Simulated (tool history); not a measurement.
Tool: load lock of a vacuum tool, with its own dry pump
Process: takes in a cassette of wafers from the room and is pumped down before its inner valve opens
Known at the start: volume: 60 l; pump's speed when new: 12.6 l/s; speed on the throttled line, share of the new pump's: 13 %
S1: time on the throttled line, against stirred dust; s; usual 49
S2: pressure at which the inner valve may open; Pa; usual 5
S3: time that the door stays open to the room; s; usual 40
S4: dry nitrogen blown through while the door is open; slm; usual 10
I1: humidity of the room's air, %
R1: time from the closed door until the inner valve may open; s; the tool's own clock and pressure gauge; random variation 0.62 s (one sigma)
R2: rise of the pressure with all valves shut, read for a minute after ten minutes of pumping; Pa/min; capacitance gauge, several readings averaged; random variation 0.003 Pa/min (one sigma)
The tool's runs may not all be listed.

run	hour	S1	S2	S3	S4	I1	R1	R2
1	0.0	49	5	40	10	48.2	95.0	0.088
2	160.3	49	5	40	10	46.0	96.1	0.095
3	356.5	49	5	40	10	45.9	96.2	0.094
4	453.7	49	5	40	10	46.2	95.7	0.103
5	541.4	49	5	40	10	42.0	96.5	0.106
6	694.0	49	5	40	10	42.8	95.7	0.110
7	886.4	49	5	40	10	43.6	97.1	0.119
8	1068.6	49	5	40	38	44.5	96.4	0.118
9	1175.1	96	5	40	10	43.4	137.4	0.132
10	1358.6	96	5	40	10	47.7	136.2	0.146
11	1481.0	49	8	40	7	45.3	94.6	0.150
# hour 1674.6: door's seal changed, seat wiped
12	1679.7	49	8	39	8	45.2	95.3	0.029
13	1865.4	49	8	118	8	41.7	95.9	0.046
14	1999.1	84	6	54	9	47.1	126.6	0.036
15	2188.0	84	6	54	9	46.7	127.1	0.039
16	2374.2	49	6	130	10	43.0	96.1	0.057
17	2509.8	86	5	40	8	44.2	130.1	0.039
18	2610.0	86	5	40	8	43.3	129.5	0.037
19	2731.9	38	5	40	5	45.1	88.8	0.046

The same runs without the tool's hidden state, with the same run-to-run variation:
The hidden state here: pump's speed, % of a new pump's; leak at the door's seal, Pa l/s; drift of the gauge itself on ready_s, %; drift of the gauge itself on rise_pa_min, %.
run	R1	R2
1	89.9	0.027
2	90.9	0.027
3	90.9	0.020
4	90.4	0.025
5	91.0	0.025
6	90.1	0.022
7	91.3	0.021
8	90.5	0.013
9	132.3	0.023
10	131.0	0.025
11	88.8	0.023
12	89.3	0.029
13	89.7	0.044
14	120.9	0.033
15	121.2	0.033
16	89.4	0.047
17	123.8	0.028
18	123.2	0.024
19	81.4	0.030
